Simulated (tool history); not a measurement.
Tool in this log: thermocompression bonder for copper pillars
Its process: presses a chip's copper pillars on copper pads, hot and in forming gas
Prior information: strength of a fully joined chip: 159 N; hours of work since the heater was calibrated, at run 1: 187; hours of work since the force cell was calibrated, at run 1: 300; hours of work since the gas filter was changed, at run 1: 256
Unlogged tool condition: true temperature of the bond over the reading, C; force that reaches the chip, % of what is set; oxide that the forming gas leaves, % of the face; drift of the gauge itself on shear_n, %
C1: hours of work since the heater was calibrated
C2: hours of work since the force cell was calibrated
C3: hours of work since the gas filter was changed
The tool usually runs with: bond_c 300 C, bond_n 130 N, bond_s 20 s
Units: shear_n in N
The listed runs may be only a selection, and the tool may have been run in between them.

{"run": 1, "hour": 0.0, "bond_c": 300, "bond_n": 130, "bond_s": 20, "C1": 187, "C2": 300, "C3": 256, "shear_n": 58.3}
{"run": 2, "hour": 6.8, "bond_c": 300, "bond_n": 130, "bond_s": 20, "C1": 192, "C2": 305, "C3": 261, "shear_n": 57.3}
{"run": 3, "hour": 13.6, "bond_c": 300, "bond_n": 86, "bond_s": 20, "C1": 198, "C2": 311, "C3": 267, "shear_n": 36.2}
{"run": 4, "hour": 19.8, "bond_c": 300, "bond_n": 86, "bond_s": 20, "C1": 202, "C2": 315, "C3": 272, "shear_n": 35.2}
{"run": 5, "hour": 26.0, "bond_c": 300, "bond_n": 130, "bond_s": 20, "C1": 207, "C2": 320, "C3": 277, "shear_n": 57.7}
{"run": 6, "hour": 39.3, "bond_c": 300, "bond_n": 130, "bond_s": 20, "C1": 218, "C2": 331, "C3": 287, "shear_n": 58.4}
{"run": 7, "hour": 46.4, "bond_c": 300, "bond_n": 130, "bond_s": 20, "C1": 224, "C2": 337, "C3": 293, "shear_n": 57.8}
{"run": 8, "hour": 59.9, "bond_c": 300, "bond_n": 130, "bond_s": 20, "C1": 234, "C2": 347, "C3": 304, "shear_n": 56.4}
{"run": 9, "hour": 73.2, "bond_c": 327, "bond_n": 90, "bond_s": 36, "C1": 245, "C2": 358, "C3": 314, "shear_n": 62.2}
{"run": 10, "hour": 79.5, "bond_c": 321, "bond_n": 106, "bond_s": 20, "C1": 250, "C2": 363, "C3": 319, "shear_n": 55.8}

Predict the results of run 11:
{"hour": 84.3, "done": "forming gas filter changed"}
{"run": 11, "hour": 90.1, "bond_c": 321, "bond_n": 106, "bond_s": 29, "C1": 258, "C2": 371, "C3": 5, "shear_n": "?"}

For run 11 the tool returned shear_n 67.3 N.
The same run, on a tool lacking any hidden state, would have yielded shear_n 67.2 N.
